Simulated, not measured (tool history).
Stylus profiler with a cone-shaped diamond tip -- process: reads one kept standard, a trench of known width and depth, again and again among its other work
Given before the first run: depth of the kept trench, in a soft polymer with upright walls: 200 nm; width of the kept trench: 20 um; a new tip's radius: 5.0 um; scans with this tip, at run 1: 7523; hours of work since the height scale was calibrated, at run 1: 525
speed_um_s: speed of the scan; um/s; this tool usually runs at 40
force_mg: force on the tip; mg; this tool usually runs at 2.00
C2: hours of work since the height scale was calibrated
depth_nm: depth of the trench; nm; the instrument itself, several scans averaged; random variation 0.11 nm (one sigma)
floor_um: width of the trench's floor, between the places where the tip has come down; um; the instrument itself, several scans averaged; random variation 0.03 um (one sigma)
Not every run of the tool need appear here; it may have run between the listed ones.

{"run": 1, "day": 0.0, "speed_um_s": 40, "force_mg": 2.0, "scans with this tip": 7523, "C2": 525, "depth_nm": 201.37, "floor_um": 16.89}
{"run": 2, "day": 1.0, "speed_um_s": 40, "force_mg": 2.0, "scans with this tip": 7793, "C2": 544, "depth_nm": 201.55, "floor_um": 16.81}
{"run": 3, "day": 1.758, "speed_um_s": 40, "force_mg": 3.35, "scans with this tip": 7997, "C2": 558, "depth_nm": 202.55, "floor_um": 16.85}
{"run": 4, "day": 2.3, "speed_um_s": 40, "force_mg": 3.35, "scans with this tip": 8142, "C2": 568, "depth_nm": 202.39, "floor_um": 16.84}
{"run": 5, "day": 2.954, "speed_um_s": 40, "force_mg": 3.35, "scans with this tip": 8318, "C2": 581, "depth_nm": 202.33, "floor_um": 16.86}
{"run": 6, "day": 3.467, "speed_um_s": 40, "force_mg": 3.35, "scans with this tip": 8456, "C2": 590, "depth_nm": 202.48, "floor_um": 16.84}
{"run": 7, "day": 4.042, "speed_um_s": 40, "force_mg": 2.0, "scans with this tip": 8611, "C2": 601, "depth_nm": 201.42, "floor_um": 16.86}
{"run": 8, "day": 4.788, "speed_um_s": 40, "force_mg": 2.0, "scans with this tip": 8812, "C2": 615, "depth_nm": 201.45, "floor_um": 16.79}
{"run": 9, "day": 5.608, "speed_um_s": 40, "force_mg": 2.0, "scans with this tip": 9034, "C2": 630, "depth_nm": 201.7, "floor_um": 16.79}
{"run": 10, "day": 6.483, "speed_um_s": 40, "force_mg": 2.0, "scans with this tip": 9270, "C2": 647, "depth_nm": 201.46, "floor_um": 16.78}
{"run": 11, "day": 7.138, "speed_um_s": 40, "force_mg": 2.0, "scans with this tip": 9446, "C2": 659, "depth_nm": 201.3, "floor_um": 16.76}
{"run": 12, "day": 7.562, "speed_um_s": 40, "force_mg": 2.0, "scans with this tip": 9561, "C2": 667, "depth_nm": 201.34, "floor_um": 16.79}
{"run": 13, "day": 8.129, "speed_um_s": 40, "force_mg": 2.0, "scans with this tip": 9713, "C2": 678, "depth_nm": 201.58, "floor_um": 16.77}
{"run": 14, "day": 8.921, "speed_um_s": 40, "force_mg": 2.0, "scans with this tip": 9926, "C2": 693, "depth_nm": 201.45, "floor_um": 16.71}
{"run": 15, "day": 9.7, "speed_um_s": 62, "force_mg": 2.0, "scans with this tip": 10136, "C2": 707, "depth_nm": 201.43, "floor_um": 16.66}
{"run": 16, "day": 10.254, "speed_um_s": 62, "force_mg": 2.0, "scans with this tip": 10286, "C2": 718, "depth_nm": 201.34, "floor_um": 16.64}
{"run": 17, "day": 10.988, "speed_um_s": 62, "force_mg": 2.0, "scans with this tip": 10483, "C2": 732, "depth_nm": 201.33, "floor_um": 16.67}
{"run": 18, "day": 11.425, "speed_um_s": 40, "force_mg": 4.92, "scans with this tip": 10601, "C2": 740, "depth_nm": 203.09, "floor_um": 16.78}
{"run": 19, "day": 12.338, "speed_um_s": 34, "force_mg": 3.01, "scans with this tip": 10847, "C2": 757, "depth_nm": 201.93, "floor_um": 16.78}
{"run": 20, "day": 13.333, "speed_um_s": 40, "force_mg": 1.08, "scans with this tip": 11115, "C2": 776, "depth_nm": 200.77, "floor_um": 16.66}
{"run": 21, "day": 14.225, "speed_um_s": 40, "force_mg": 1.08, "scans with this tip": 11355, "C2": 792, "depth_nm": 200.56, "floor_um": 16.6}
{"run": 22, "day": 15.204, "speed_um_s": 40, "force_mg": 1.08, "scans with this tip": 11620, "C2": 811, "depth_nm": 200.69, "floor_um": 16.6}
{"day": 15.625, "done": "height scale calibrated on a step standard"}
{"run": 23, "day": 15.858, "speed_um_s": 72, "force_mg": 1.08, "scans with this tip": 11790, "C2": 4, "depth_nm": 201.31, "floor_um": 16.46}
{"run": 24, "day": 16.396, "speed_um_s": 72, "force_mg": 1.08, "scans with this tip": 11935, "C2": 14, "depth_nm": 201.47, "floor_um": 16.47}
{"run": 25, "day": 17.254, "speed_um_s": 72, "force_mg": 1.08, "scans with this tip": 12166, "C2": 31, "depth_nm": 201.4, "floor_um": 16.43}
{"run": 26, "day": 17.808, "speed_um_s": 115, "force_mg": 4.12, "scans with this tip": 12316, "C2": 41, "depth_nm": 203.25, "floor_um": 16.5}
{"run": 27, "day": 18.7, "speed_um_s": 25, "force_mg": 4.91, "scans with this tip": 12556, "C2": 58, "depth_nm": 203.42, "floor_um": 16.81}
{"run": 28, "day": 19.188, "speed_um_s": 11, "force_mg": 5.98, "scans with this tip": 12687, "C2": 67, "depth_nm": 204.02, "floor_um": 16.77}
{"run": 29, "day": 19.638, "speed_um_s": 11, "force_mg": 5.98, "scans with this tip": 12809, "C2": 75, "depth_nm": 204.21, "floor_um": 16.77}
{"run": 30, "day": 20.575, "speed_um_s": 11, "force_mg": 5.98, "scans with this tip": 13061, "C2": 93, "depth_nm": 204.13, "floor_um": 16.8}
{"run": 31, "day": 21.067, "speed_um_s": 20, "force_mg": 5.98, "scans with this tip": 13193, "C2": 102, "depth_nm": 204.11, "floor_um": 16.77}
{"run": 32, "day": 21.85, "speed_um_s": 20, "force_mg": 5.98, "scans with this tip": 13404, "C2": 117, "depth_nm": 204.12, "floor_um": 16.72}
{"run": 33, "day": 22.321, "speed_um_s": 22, "force_mg": 4.82, "scans with this tip": 13532, "C2": 126, "depth_nm": 203.52, "floor_um": 16.8}
{"run": 34, "day": 22.842, "speed_um_s": 40, "force_mg": 1.01, "scans with this tip": 13672, "C2": 136, "depth_nm": 200.92, "floor_um": 16.53}

Predict each of these 4 candidate next runs independently; none follows another, all start after run 34:
{"run": "A", "day": 23.292, "speed_um_s": 24, "force_mg": 2.15, "scans with this tip": 13793, "C2": 144, "depth_nm": "?", "floor_um": "?"}
{"run": "B", "day": 23.292, "speed_um_s": 25, "force_mg": 1.01, "scans with this tip": 13793, "C2": 144, "depth_nm": "?", "floor_um": "?"}
{"run": "C", "day": 23.292, "speed_um_s": 21, "force_mg": 2.16, "scans with this tip": 13793, "C2": 144, "depth_nm": "?", "floor_um": "?"}
{"run": "D", "day": 23.292, "speed_um_s": 16, "force_mg": 0.9, "scans with this tip": 13793, "C2": 144, "depth_nm": "?", "floor_um": "?"}

run=A depth_nm=201.77 floor_um=16.70
run=B depth_nm=201.17 floor_um=16.67
run=C depth_nm=202.01 floor_um=16.73
run=D depth_nm=201.16 floor_um=16.73
Take away the tool's hidden state, keep each run's random variation, and the runs would have read:
run=A depth_nm=201.99 floor_um=17.09
run=B depth_nm=201.38 floor_um=17.06
run=C depth_nm=202.22 floor_um=17.12
run=D depth_nm=201.37 floor_um=17.12
